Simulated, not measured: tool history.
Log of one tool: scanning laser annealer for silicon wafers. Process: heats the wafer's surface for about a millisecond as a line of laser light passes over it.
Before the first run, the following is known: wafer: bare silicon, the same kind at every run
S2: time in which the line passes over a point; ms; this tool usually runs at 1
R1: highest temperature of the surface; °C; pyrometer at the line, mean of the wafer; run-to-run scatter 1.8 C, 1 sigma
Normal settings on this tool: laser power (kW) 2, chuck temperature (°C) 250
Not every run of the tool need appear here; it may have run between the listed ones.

{"run": 1, "hour": 0.0, "laser power (kW)": 2, "S2": 1, "chuck temperature (°C)": 250, "R1": 1018}
{"run": 2, "hour": 18.3, "laser power (kW)": 2, "S2": 1, "chuck temperature (°C)": 250, "R1": 1018}
{"run": 3, "hour": 44.8, "laser power (kW)": 2, "S2": 1, "chuck temperature (°C)": 213, "R1": 978}
{"run": 4, "hour": 61.6, "laser power (kW)": 2, "S2": 1, "chuck temperature (°C)": 213, "R1": 980}
{"run": 5, "hour": 79.4, "laser power (kW)": 2, "S2": 1, "chuck temperature (°C)": 213, "R1": 981}
{"run": 6, "hour": 100.3, "laser power (kW)": 2, "S2": 1, "chuck temperature (°C)": 213, "R1": 978}
{"run": 7, "hour": 119.0, "laser power (kW)": 2, "S2": 0.84, "chuck temperature (°C)": 250, "R1": 961}
{"run": 8, "hour": 158.2, "laser power (kW)": 2, "S2": 0.84, "chuck temperature (°C)": 250, "R1": 961}
{"run": 9, "hour": 194.7, "laser power (kW)": 2, "S2": 0.84, "chuck temperature (°C)": 250, "R1": 957}
{"run": 10, "hour": 211.1, "laser power (kW)": 2, "S2": 0.84, "chuck temperature (°C)": 250, "R1": 956}
{"run": 11, "hour": 232.9, "laser power (kW)": 2, "S2": 0.84, "chuck temperature (°C)": 250, "R1": 957}
{"run": 12, "hour": 266.0, "laser power (kW)": 2, "S2": 0.84, "chuck temperature (°C)": 250, "R1": 955}
{"run": 13, "hour": 294.7, "laser power (kW)": 2, "S2": 0.84, "chuck temperature (°C)": 250, "R1": 955}
{"run": 14, "hour": 317.7, "laser power (kW)": 2, "S2": 0.84, "chuck temperature (°C)": 250, "R1": 956}
{"run": 15, "hour": 349.8, "laser power (kW)": 2, "S2": 0.84, "chuck temperature (°C)": 250, "R1": 954}
{"run": 16, "hour": 374.1, "laser power (kW)": 2.061, "S2": 1.1, "chuck temperature (°C)": 228, "R1": 1045}
{"run": 17, "hour": 411.0, "laser power (kW)": 1.804, "S2": 1, "chuck temperature (°C)": 262, "R1": 941}
{"run": 18, "hour": 434.3, "laser power (kW)": 1.949, "S2": 0.94, "chuck temperature (°C)": 264, "R1": 979}
{"run": 19, "hour": 466.5, "laser power (kW)": 1.778, "S2": 0.96, "chuck temperature (°C)": 253, "R1": 909}
{"run": 20, "hour": 495.4, "laser power (kW)": 2.055, "S2": 1.01, "chuck temperature (°C)": 222, "R1": 1006}
{"run": 21, "hour": 523.7, "laser power (kW)": 1.879, "S2": 1, "chuck temperature (°C)": 271, "R1": 978}
{"run": 22, "hour": 551.5, "laser power (kW)": 1.879, "S2": 1, "chuck temperature (°C)": 271, "R1": 978}
{"run": 23, "hour": 573.8, "laser power (kW)": 1.808, "S2": 0.8, "chuck temperature (°C)": 234, "R1": 846}
{"hour": 610.2, "done": "window over the wafer cleaned"}
{"run": 24, "hour": 616.1, "laser power (kW)": 2.125, "S2": 0.95, "chuck temperature (°C)": 240, "R1": 1049}
{"run": 25, "hour": 643.5, "laser power (kW)": 1.822, "S2": 1.02, "chuck temperature (°C)": 249, "R1": 959}
{"run": 26, "hour": 670.4, "laser power (kW)": 1.822, "S2": 1.02, "chuck temperature (°C)": 249, "R1": 956}
{"run": 27, "hour": 699.1, "laser power (kW)": 2, "S2": 0.98, "chuck temperature (°C)": 252, "R1": 1020}
{"run": 28, "hour": 715.7, "laser power (kW)": 2, "S2": 0.98, "chuck temperature (°C)": 252, "R1": 1017}

3 ways to go on from here, each from the tool as it stands after run 28. What would each give?
{"run": "A", "hour": 743.9, "laser power (kW)": 2.134, "S2": 1.01, "chuck temperature (°C)": 213, "R1": "?"}
{"run": "B", "hour": 743.9, "laser power (kW)": 2.067, "S2": 0.72, "chuck temperature (°C)": 252, "R1": "?"}
{"run": "C", "hour": 743.9, "laser power (kW)": 2.103, "S2": 1, "chuck temperature (°C)": 287, "R1": "?"}

run=A R1=1046
run=B R1=944
run=C R1=1100
The same runs, with their run-to-run variation unchanged, on a tool lacking any hidden condition would have given:
run=A R1=1055
run=B R1=951
run=C R1=1109

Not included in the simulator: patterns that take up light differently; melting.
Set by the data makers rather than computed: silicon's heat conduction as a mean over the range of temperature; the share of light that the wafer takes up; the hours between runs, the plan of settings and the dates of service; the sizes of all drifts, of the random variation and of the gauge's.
